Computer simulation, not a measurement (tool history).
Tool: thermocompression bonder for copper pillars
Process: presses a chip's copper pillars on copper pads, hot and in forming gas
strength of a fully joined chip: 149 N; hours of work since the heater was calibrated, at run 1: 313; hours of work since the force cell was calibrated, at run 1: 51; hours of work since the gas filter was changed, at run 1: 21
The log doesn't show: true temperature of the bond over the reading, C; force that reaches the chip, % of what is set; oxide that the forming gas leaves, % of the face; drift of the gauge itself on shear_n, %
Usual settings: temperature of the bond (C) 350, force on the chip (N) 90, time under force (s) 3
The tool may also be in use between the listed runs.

run   hour  temperature of the bond (C)  force on the chip (N)  time under force (s)  hours of work since the heater was calibrated  hours of work since the force cell was calibrated  hours of work since the gas filter was changed  force that shears a chip off (N)
  1    0.0                          350                     90                     3                                            313                                                 51                                              21                              81.3
  2   11.5                          350                     90                     3                                            319                                                 57                                              27                              82.6
  3   21.1                          350                     90                     4                                            323                                                 61                                              31                              87.6
  4   26.2                          350                     90                     4                                            325                                                 64                                              33                              86.8
  5   31.8                          350                     90                     4                                            328                                                 66                                              36                              89.4
  6   37.3                          350                     90                     4                                            331                                                 69                                              38                              87.2
  7   45.1                          350                     90                     4                                            334                                                 72                                              42                              88.7
  8   50.4                          350                     90                     4                                            337                                                 75                                              45                              86.3
  9   61.4                          376                     90                     3                                            342                                                 80                                              50                             102.5
 10   68.9                          376                     90                     3                                            345                                                 83                                              53                             100.5
 11   78.0                          350                     90                     3                                            349                                                 88                                              57                              79.4
 12   88.8                          350                     90                     3                                            354                                                 92                                              62                              79.2
 13   94.7                          350                    100                     3                                            357                                                 95                                              65                              86.3
 14  103.2                          350                    100                     4                                            361                                                 99                                              69                              94.1
 15  110.0                          350                    100                     4                                            364                                                102                                              72                              95.0
 16  120.1                          350                    100                     2                                            369                                                107                                              77                              76.2
 17  127.4                          350                     90                     3                                            372                                                110                                              80                              79.8
 18  139.6                          350                     90                     3                                            378                                                116                                              86                              79.6
 19  147.1                          339                     90                     3                                            381                                                119                                              89                              70.4
 20  159.1                          339                     90                     3                                            387                                                125                                              95                              71.2
 21  167.4                          327                     90                     2                                            391                                                129                                              99                              51.0
 22  179.7                          327                     90                     2                                            396                                                135                                             104                              52.7
 23  189.5                          339                     65                     2                                            401                                                139                                             109                              41.9
 24  197.5                          339                     65                     2                                            405                                                143                                             112                              42.6
 25  209.5                          339                     90                     3                                            410                                                148                                             118                              70.0
 26  220.0                          370                     90                     2                                            415                                                153                                             123                              85.3
 27  228.4                          357                     67                     4                                            419                                                157                                             127                              71.8
 28  237.1                          343                    104                     4                                            423                                                161                                             131                              89.6
 29  243.2                          350                     90                     3                                            426                                                164                                             134                              79.6
 30  254.4                          350                     96                     5                                            431                                                169                                             139                              97.7
 31  262.5                          350                     96                     5                                            435                                                173                                             142                              97.8

Table of differences, measured result less the result of that run with no hidden state. Run-to-run variation is the same in both. Gauge scatter possibly is not:
run  force that shears a chip off (N)
  1                              -1.9
  2                              -2.0
  3                              -2.1
  4                              -2.2
  5                              -2.2
  6                              -2.2
  7                              -2.3
  8                              -2.4
  9                              -2.4
 10                              -2.4
 11                              -2.5
 12                              -2.5
 13                              -2.7
 14                              -2.8
 15                              -2.9
 16                              -2.8
 17                              -2.8
 18                              -2.8
 19                              -2.9
 20                              -2.9
 21                              -2.5
 22                              -2.6
 23                              -2.2
 24                              -2.2
 25                              -3.2
 26                              -3.5
 27                              -3.3
 28                              -3.9
 29                              -3.6
 30                              -4.2
 31                              -4.2
